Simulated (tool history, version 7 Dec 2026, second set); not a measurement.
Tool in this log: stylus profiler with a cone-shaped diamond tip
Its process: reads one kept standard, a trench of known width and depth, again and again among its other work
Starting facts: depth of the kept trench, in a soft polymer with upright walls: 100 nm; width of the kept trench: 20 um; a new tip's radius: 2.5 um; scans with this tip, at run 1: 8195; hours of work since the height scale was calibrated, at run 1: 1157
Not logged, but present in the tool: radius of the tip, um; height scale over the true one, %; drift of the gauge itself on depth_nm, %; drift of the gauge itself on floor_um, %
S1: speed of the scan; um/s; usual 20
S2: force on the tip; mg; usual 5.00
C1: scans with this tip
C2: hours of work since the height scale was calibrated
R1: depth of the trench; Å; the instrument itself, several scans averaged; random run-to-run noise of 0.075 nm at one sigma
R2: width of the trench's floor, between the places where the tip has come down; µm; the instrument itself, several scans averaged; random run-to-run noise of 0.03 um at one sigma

| run | day | S1 | S2 | C1 | C2 | R1 | R2 |
|---|---|---|---|---|---|---|---|
| 1 | 0.000 | 20 | 5.00 | 8195 | 1157 | 1006.3 | 18.40 |
| 2 | 4.012 | 37 | 5.00 | 8557 | 1208 | 1004.6 | 18.39 |
| 3 | 6.717 | 37 | 5.00 | 8802 | 1243 | 1006.5 | 18.31 |
| 4 | 10.621 | 37 | 5.00 | 9155 | 1293 | 1005.0 | 18.32 |
| 5 | 12.454 | 37 | 5.00 | 9320 | 1316 | 1006.0 | 18.31 |
| 6 | 14.483 | 20 | 2.49 | 9504 | 1342 | 1003.0 | 18.33 |
| 7 | 16.838 | 20 | 2.49 | 9717 | 1372 | 1002.1 | 18.39 |
| 8 | 20.175 | 20 | 2.49 | 10018 | 1414 | 1001.5 | 18.33 |
| 9 | 23.000 | 20 | 2.49 | 10274 | 1451 | 1000.5 | 18.33 |
|  | 26.179 | height scale calibrated on a step standard |
| 10 | 26.179 | 20 | 2.49 | 10559 | 0 | 999.4 | 18.27 |
| 11 | 28.012 | 20 | 2.49 | 10725 | 23 | 1001.0 | 18.33 |
| 12 | 30.550 | 20 | 2.49 | 10954 | 56 | 1000.4 | 18.33 |
| 13 | 32.892 | 20 | 5.00 | 11166 | 86 | 1004.5 | 18.34 |
| 14 | 35.104 | 10 | 5.00 | 11366 | 114 | 1002.9 | 18.26 |
|  | 37.012 | height scale calibrated on a step standard, once more |
| 15 | 37.012 | 20 | 4.28 | 11536 | 0 | 1010.9 | 18.30 |
| 16 | 40.317 | 20 | 4.28 | 11835 | 42 | 1009.6 | 18.31 |
| 17 | 43.883 | 20 | 5.00 | 12158 | 88 | 1010.0 | 18.30 |
| 18 | 46.575 | 20 | 5.00 | 12401 | 122 | 1012.0 | 18.28 |
| 19 | 49.550 | 20 | 5.00 | 12670 | 160 | 1011.1 | 18.27 |
| 20 | 51.646 | 20 | 5.00 | 12859 | 187 | 1011.1 | 18.27 |
| 21 | 54.962 | 18 | 5.00 | 13159 | 229 | 1010.8 | 18.28 |
| 22 | 57.150 | 18 | 5.00 | 13357 | 257 | 1009.6 | 18.21 |
| 23 | 60.742 | 20 | 4.19 | 13681 | 303 | 1007.3 | 18.19 |
| 24 | 64.404 | 20 | 10.20 | 14013 | 350 | 1015.8 | 18.24 |
| 25 | 68.092 | 52 | 3.74 | 14346 | 397 | 1006.1 | 18.17 |
| 26 | 71.771 | 17 | 3.67 | 14678 | 444 | 1007.1 | 18.23 |
| 27 | 75.688 | 23 | 3.58 | 15032 | 494 | 1005.8 | 18.30 |
| 28 | 79.250 | 11 | 1.89 | 15354 | 539 | 1004.0 | 18.18 |
| 29 | 82.612 | 11 | 5.57 | 15658 | 582 | 1009.9 | 18.23 |
| 30 | 86.533 | 20 | 3.65 | 16013 | 632 | 1006.0 | 18.21 |
| 31 | 89.600 | 61 | 9.51 | 16290 | 671 | 1013.8 | 18.13 |
| 32 | 92.942 | 70 | 6.40 | 16592 | 714 | 1009.4 | 18.11 |
| 33 | 95.342 | 70 | 6.40 | 16809 | 744 | 1010.4 | 18.07 |
| 34 | 97.750 | 18 | 1.92 | 17026 | 775 | 1002.6 | 18.14 |
| 35 | 100.738 | 21 | 2.97 | 17296 | 813 | 1004.0 | 18.16 |
| 36 | 104.050 | 21 | 2.97 | 17596 | 856 | 1003.7 | 18.12 |
| 37 | 106.483 | 21 | 2.97 | 17816 | 887 | 1003.8 | 18.15 |
| 38 | 109.254 | 21 | 2.97 | 18066 | 922 | 1003.5 | 18.20 |
| 39 | 111.400 | 21 | 2.97 | 18260 | 949 | 1003.5 | 18.13 |
| 40 | 114.671 | 53 | 14.03 | 18556 | 991 | 1018.3 | 18.13 |
| 41 | 117.646 | 36 | 4.40 | 18825 | 1029 | 1006.0 | 18.13 |

Below, some changes in R1 between adjacent runs. For each, the amount present without the hidden state too (settings, incoming material, random variation) and the amount remaining for the hidden state with gauge scatter not shared by both compared results:
Run 9 -> 10: height scale calibrated on a step standard. R1 -1.1 Å: hidden state -0.8, all else -0.3.
Run 14 -> 15: S1 10 -> 20, S2 5.00 -> 4.28, height scale calibrated on a step standard, once more. R1 +8.0 Å: hidden state +7.5, all else +0.5.
Run 16 -> 17: S2 4.28 -> 5.00. R1 +0.4 Å: hidden state -0.3, all else +0.7.
Run 24 -> 25: S1 20 -> 52, S2 10.20 -> 3.74. R1 -9.7 Å: hidden state -0.2, all else -9.5.
Run 39 -> 40: S1 21 -> 53, S2 2.97 -> 14.03. R1 +14.8 Å: hidden state -0.3, all else +15.1.
Run 40 -> 41: S1 53 -> 36, S2 14.03 -> 4.40. R1 -12.3 Å: hidden state +0.0, all else -12.3.
